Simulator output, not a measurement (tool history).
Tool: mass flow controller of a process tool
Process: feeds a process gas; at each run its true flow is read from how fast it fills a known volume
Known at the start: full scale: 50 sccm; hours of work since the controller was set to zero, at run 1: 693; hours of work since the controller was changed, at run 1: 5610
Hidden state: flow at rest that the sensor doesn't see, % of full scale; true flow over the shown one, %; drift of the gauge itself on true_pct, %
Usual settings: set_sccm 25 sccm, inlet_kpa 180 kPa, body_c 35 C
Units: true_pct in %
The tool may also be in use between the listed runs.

| run | hour | set_sccm | inlet_kpa | body_c | hours of work since the controller was set to zero | hours of work since the controller was changed | true_pct |
|---|---|---|---|---|---|---|---|
| 1 | 0 | 25 | 180 | 35 | 693 | 5610 | 97.72 |
| 2 | 431.6 | 9 | 180 | 35 | 1001 | 5918 | 96.84 |
| 3 | 780.9 | 9 | 180 | 35 | 1250 | 6167 | 96.75 |
|  | 1176.1 | controller exchanged for a calibrated one |
| 4 | 1299.8 | 9 | 180 | 35 | 88 | 88 | 96.86 |
| 5 | 1565.3 | 25 | 266 | 35 | 277 | 277 | 97.93 |
| 6 | 2091.4 | 25 | 180 | 35 | 652 | 652 | 97.53 |
| 7 | 2597.9 | 25 | 194 | 35 | 1013 | 1013 | 97.51 |
| 8 | 3010.2 | 25 | 194 | 35 | 1307 | 1307 | 97.52 |
| 9 | 3348.9 | 25 | 180 | 35 | 1549 | 1549 | 97.43 |
| 10 | 3882 | 25 | 180 | 35 | 1929 | 1929 | 97.46 |
| 11 | 4198.3 | 25 | 244 | 35 | 2154 | 2154 | 97.52 |
| 12 | 4626.9 | 25 | 244 | 35 | 2460 | 2460 | 97.52 |
| 13 | 4926.7 | 25 | 244 | 35 | 2673 | 2673 | 97.42 |
| 14 | 5463.3 | 25 | 179 | 35 | 3056 | 3056 | 97.23 |
| 15 | 5937.8 | 13 | 154 | 25 | 3394 | 3394 | 97.31 |
| 16 | 6394.4 | 14 | 144 | 30 | 3719 | 3719 | 97 |
| 17 | 6704.3 | 10 | 183 | 38 | 3940 | 3940 | 96.1 |
| 18 | 7071.5 | 10 | 183 | 38 | 4202 | 4202 | 96.33 |
|  | 7331 | controller's zero set anew |
| 19 | 7434.5 | 22 | 180 | 22 | 74 | 4460 | 98.03 |
| 20 | 7849.7 | 45 | 180 | 29 | 370 | 4756 | 98.61 |
| 21 | 8284.9 | 25 | 206 | 35 | 680 | 5066 | 97.01 |
| 22 | 8545.3 | 25 | 206 | 35 | 866 | 5252 | 97.06 |
| 23 | 8848.3 | 25 | 165 | 29 | 1081 | 5468 | 97.4 |
|  | 8962 | gauge calibrated |
| 24 | 9344 | 20 | 165 | 30 | 1435 | 5821 | 97.82 |

Measured less the same run without the tool's hidden state. The same run-to-run variation is in both; the gauge's scatter may not be:
| run | true_pct |
|---|---|
| 1 | -0.01 |
| 2 | -0.05 |
| 3 | -0.07 |
| 4 | -0.12 |
| 5 | -0.15 |
| 6 | -0.2 |
| 7 | -0.24 |
| 8 | -0.28 |
| 9 | -0.32 |
| 10 | -0.37 |
| 11 | -0.39 |
| 12 | -0.43 |
| 13 | -0.46 |
| 14 | -0.51 |
| 15 | -0.55 |
| 16 | -0.59 |
| 17 | -0.61 |
| 18 | -0.64 |
| 19 | -0.71 |
| 20 | -0.75 |
| 21 | -0.78 |
| 22 | -0.81 |
| 23 | -0.84 |
| 24 | -0.04 |

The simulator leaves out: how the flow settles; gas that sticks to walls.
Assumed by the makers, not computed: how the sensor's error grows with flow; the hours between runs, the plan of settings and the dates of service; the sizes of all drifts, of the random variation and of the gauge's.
